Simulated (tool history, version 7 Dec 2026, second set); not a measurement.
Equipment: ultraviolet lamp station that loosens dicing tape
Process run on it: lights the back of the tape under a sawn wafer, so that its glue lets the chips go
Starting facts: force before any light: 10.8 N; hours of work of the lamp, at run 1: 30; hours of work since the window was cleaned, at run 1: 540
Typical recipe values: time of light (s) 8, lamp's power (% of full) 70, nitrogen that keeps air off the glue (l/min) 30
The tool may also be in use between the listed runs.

| run | hour | time of light (s) | lamp's power (% of full) | nitrogen that keeps air off the glue (l/min) | hours of work of the lamp | hours of work since the window was cleaned | force that peels the tape off (N) | light that reached the tape (mJ/cm2) |
|---|---|---|---|---|---|---|---|---|
| 1 | 0.0 | 8 | 70 | 30 | 30 | 540 | 0.435 | 348 |
| 2 | 9.5 | 8 | 70 | 30 | 34 | 544 | 0.433 | 347 |
| 3 | 14.8 | 8 | 70 | 30 | 36 | 547 | 0.432 | 350 |
| 4 | 21.6 | 8 | 70 | 28 | 39 | 550 | 0.445 | 348 |
| 5 | 26.0 | 8 | 70 | 28 | 41 | 552 | 0.444 | 344 |
| 6 | 35.6 | 8 | 70 | 28 | 45 | 556 | 0.444 | 350 |
| 7 | 43.7 | 8 | 70 | 28 | 49 | 559 | 0.468 | 344 |
| 8 | 48.0 | 8 | 70 | 30 | 51 | 561 | 0.442 | 343 |
| 9 | 54.5 | 8 | 70 | 30 | 54 | 564 | 0.462 | 349 |
|  | 56.8 | window cleaned of glue's vapour |
| 10 | 60.9 | 8 | 70 | 30 | 56 | 2 | 0.286 | 400 |
| 11 | 68.6 | 5 | 63 | 30 | 60 | 5 | 1.306 | 227 |
| 12 | 72.8 | 13 | 68 | 43 | 62 | 7 | 0.094 | 621 |
| 13 | 78.4 | 8 | 82 | 26 | 64 | 10 | 0.214 | 462 |

For run 14, what comes out?
| 14 | 85.1 | 8 | 82 | 26 | 67 | 13 | ? | ? |

Run 14 came out at force that peels the tape off (N) 0.226, light that reached the tape (mJ/cm2) 464.
Minus the tool's unlogged condition, the same run would have read force that peels the tape off (N) 0.211, light that reached the tape (mJ/cm2) 477.

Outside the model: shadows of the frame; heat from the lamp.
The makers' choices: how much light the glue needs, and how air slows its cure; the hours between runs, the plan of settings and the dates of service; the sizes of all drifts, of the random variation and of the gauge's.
